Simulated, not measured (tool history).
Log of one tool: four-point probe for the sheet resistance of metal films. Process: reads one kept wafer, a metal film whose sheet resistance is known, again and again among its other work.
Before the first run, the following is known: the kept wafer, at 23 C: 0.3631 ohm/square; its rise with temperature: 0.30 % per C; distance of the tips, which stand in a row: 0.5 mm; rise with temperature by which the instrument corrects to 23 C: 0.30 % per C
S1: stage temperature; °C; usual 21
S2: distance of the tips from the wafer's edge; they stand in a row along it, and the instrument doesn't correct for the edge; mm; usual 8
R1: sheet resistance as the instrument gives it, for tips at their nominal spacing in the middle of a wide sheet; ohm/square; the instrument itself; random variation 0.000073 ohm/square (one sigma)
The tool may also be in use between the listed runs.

run 1 hour=0 | S1=21 S2=8 | R1=0.363286
run 2 hour=39.7 | S1=21 S2=8 | R1=0.363376
run 3 hour=62.7 | S1=21 S2=8 | R1=0.3632
run 4 hour=87.7 | S1=21 S2=8 | R1=0.363167
run 5 hour=118.6 | S1=21 S2=8 | R1=0.363223
run 6 hour=159.9 | S1=21 S2=8 | R1=0.363194
run 7 hour=201.6 | S1=21 S2=8 | R1=0.363028
run 8 hour=231.2 | S1=21 S2=8 | R1=0.363003
run 9 hour=262.3 | S1=21 S2=51 | R1=0.362382
run 10 hour=297.8 | S1=21 S2=8 | R1=0.362966
run 11 hour=337.8 | S1=21 S2=8 | R1=0.362926
run 12 hour=371.9 | S1=21 S2=8 | R1=0.362855
run 13 hour=397.5 | S1=21 S2=24 | R1=0.362123
run 14 hour=427.1 | S1=21 S2=24 | R1=0.362237
run 15 hour=453.4 | S1=19 S2=8 | R1=0.362911
run 16 hour=493.8 | S1=19 S2=8 | R1=0.362665
run 17 hour=533.1 | S1=21 S2=13 | R1=0.362127
run 18 hour=556.4 | S1=21 S2=13 | R1=0.362208
run 19 hour=584.6 | S1=21 S2=13 | R1=0.362141
run 20 hour=626.7 | S1=21 S2=69 | R1=0.361739
run 21 hour=648.7 | S1=21 S2=69 | R1=0.36179
run 22 hour=679.8 | S1=21 S2=69 | R1=0.361771
run 23 hour=720.5 | S1=23 S2=21 | R1=0.361754
-- hour=748.5 stage's thermometer calibrated
run 24 hour=762.3 | S1=23 S2=21 | R1=0.362993
run 25 hour=804.6 | S1=22 S2=6 | R1=0.364136
run 26 hour=825.7 | S1=22 S2=22 | R1=0.362861
run 27 hour=845.4 | S1=21 S2=4 | R1=0.365842
run 28 hour=886.7 | S1=21 S2=4 | R1=0.365667
run 29 hour=921.2 | S1=26 S2=9 | R1=0.363174
run 30 hour=952.5 | S1=31 S2=7 | R1=0.363617
run 31 hour=977.1 | S1=27 S2=22 | R1=0.362557
run 32 hour=1006.6 | S1=27 S2=22 | R1=0.362703
run 33 hour=1033.2 | S1=27 S2=22 | R1=0.362676
run 34 hour=1056.6 | S1=21 S2=21 | R1=0.362566
run 35 hour=1081.2 | S1=29 S2=16 | R1=0.36253
run 36 hour=1104 | S1=25 S2=29 | R1=0.362563
run 37 hour=1144.4 | S1=25 S2=29 | R1=0.36234
run 38 hour=1164.8 | S1=25 S2=29 | R1=0.362429
run 39 hour=1199.8 | S1=22 S2=29 | R1=0.362378
run 40 hour=1237.2 | S1=32 S2=45 | R1=0.362306
run 41 hour=1267.7 | S1=34 S2=8 | R1=0.362978
run 42 hour=1285.1 | S1=34 S2=18 | R1=0.362329
run 43 hour=1306.1 | S1=34 S2=18 | R1=0.362351
run 44 hour=1339.2 | S1=29 S2=30 | R1=0.362216

Alternative continuations, all from the tool just after run 44; predict every row:
run A hour=1369.2 | S1=27 S2=8 | R1=?
run B hour=1369.2 | S1=29 S2=4 | R1=?
run C hour=1369.2 | S1=35 S2=30 | R1=?
run D hour=1369.2 | S1=22 S2=4 | R1=?
run E hour=1369.2 | S1=27 S2=8 | R1=?

run=A R1=0.362639
run=B R1=0.365111
run=C R1=0.362173
run=D R1=0.364992
run=E R1=0.362707
Without the tool's hidden state the same runs would have given:
run=A R1=0.363655
run=B R1=0.366133
run=C R1=0.363185
run=D R1=0.366016
run=E R1=0.363723

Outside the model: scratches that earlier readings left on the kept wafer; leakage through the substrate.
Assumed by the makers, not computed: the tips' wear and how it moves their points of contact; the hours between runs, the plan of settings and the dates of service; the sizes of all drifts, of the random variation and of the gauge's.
